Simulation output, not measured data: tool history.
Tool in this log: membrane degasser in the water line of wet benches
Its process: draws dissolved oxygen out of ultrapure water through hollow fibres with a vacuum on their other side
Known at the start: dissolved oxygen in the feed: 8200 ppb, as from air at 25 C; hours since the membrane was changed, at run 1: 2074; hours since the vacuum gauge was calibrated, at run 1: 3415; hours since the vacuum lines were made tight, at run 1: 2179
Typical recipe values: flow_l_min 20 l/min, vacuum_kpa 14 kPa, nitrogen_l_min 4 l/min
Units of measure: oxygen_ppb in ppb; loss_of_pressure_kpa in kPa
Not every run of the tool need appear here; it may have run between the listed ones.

run    hour  flow_l_min  vacuum_kpa  nitrogen_l_min  hours since the membrane was changed  hours since the vacuum gauge was calibrated  hours since the vacuum lines were made tight  oxygen_ppb  loss_of_pressure_kpa
  1       0          20          14               4                                  2074                                         3415                                          2179       132.2                 45.54
  2    57.3          20          14               4                                  2131                                         3472                                          2236       132.6                 45.71
  3   118.5          20          14               4                                  2192                                         3533                                          2298       132.9                 45.33
  4   158.3          22          14               4                                  2232                                         3573                                          2337       145.9                 50.22
  5   200.5          22          14               4                                  2274                                         3615                                          2380       145.9                  50.5
  6   246.6          20          14               4                                  2320                                         3661                                          2426       132.9                 45.87
  7   302.7          20          14               4                                  2376                                         3717                                          2482         133                 46.04
  8   332.2          20          14           10.48                                  2406                                         3747                                          2511        53.7                 45.49
  9   364.9          20          14               4                                  2439                                         3779                                          2544       134.1                 45.56
 10   436.4          20          14            5.45                                  2510                                         3851                                          2616        99.9                 45.75
 11   485.1          20          14            5.45                                  2559                                         3900                                          2664        99.9                 45.86
 12   515.4          20          14            5.45                                  2589                                         3930                                          2695         100                 45.99
 13   584.1          20          14            5.45                                  2658                                         3999                                          2763       100.2                  45.7
 14   638.7          20          14            4.14                                  2712                                         4053                                          2818       129.6                 45.55
 15   668.8          20        28.8            4.14                                  2743                                         4083                                          2848       298.8                 45.79
 16   712.2          20        28.8            4.14                                  2786                                         4127                                          2891       297.2                 46.13
 17   757.7          19          14               4                                  2832                                         4172                                          2937       127.3                 43.53
 18   811.6          19          14               4                                  2885                                         4226                                          2991         128                 43.81
 19   862.6          20          27               4                                  2936                                         4277                                          3042       288.4                 46.17
 20   924.2          20          27               4                                  2998                                         4339                                          3103       286.5                    46
 21     986          20          27               4                                  3060                                         4401                                          3165       287.9                 45.84
 22  1028.1          12          28            9.27                                  3102                                         4443                                          3207        81.4                 27.32
 23  1070.3          30        15.8            7.27                                  3144                                         4485                                          3249         135                 68.36
 24    1122          30        15.8            7.27                                  3196                                         4537                                          3301       134.9                 68.53
 25    1166          20          14            4.65                                  3240                                         4581                                          3345       117.1                 45.85
 26    1214          28         9.3            5.45                                  3288                                         4629                                          3393        83.7                 63.96
 27    1250          28         9.3            5.45                                  3324                                         4665                                          3429        83.9                  64.2
 28  1314.3          20        29.1               4                                  3388                                         4729                                          3493       314.7                 45.45

Branching from run 28: 4 alternative next runs. What would each branch give?
  A  1376.3          20        10.2               4                                  3450                                         4791                                          3555           ?                     ?
  B  1376.3          31        21.3               4                                  3450                                         4791                                          3555           ?                     ?
  C  1376.3          20          14            7.28                                  3450                                         4791                                          3555           ?                     ?
  D  1376.3          12        14.9            9.81                                  3450                                         4791                                          3555           ?                     ?

run  oxygen_ppb  loss_of_pressure_kpa
  A          89                 45.55
  B         339                 71.51
  C        77.4                 45.74
  D        37.2                 27.39
Had the tool no hidden state, the same runs would have come out as:
run  oxygen_ppb  loss_of_pressure_kpa
  A        86.8                 45.53
  B       330.6                 71.48
  C        75.4                 45.72
  D        36.3                 27.39
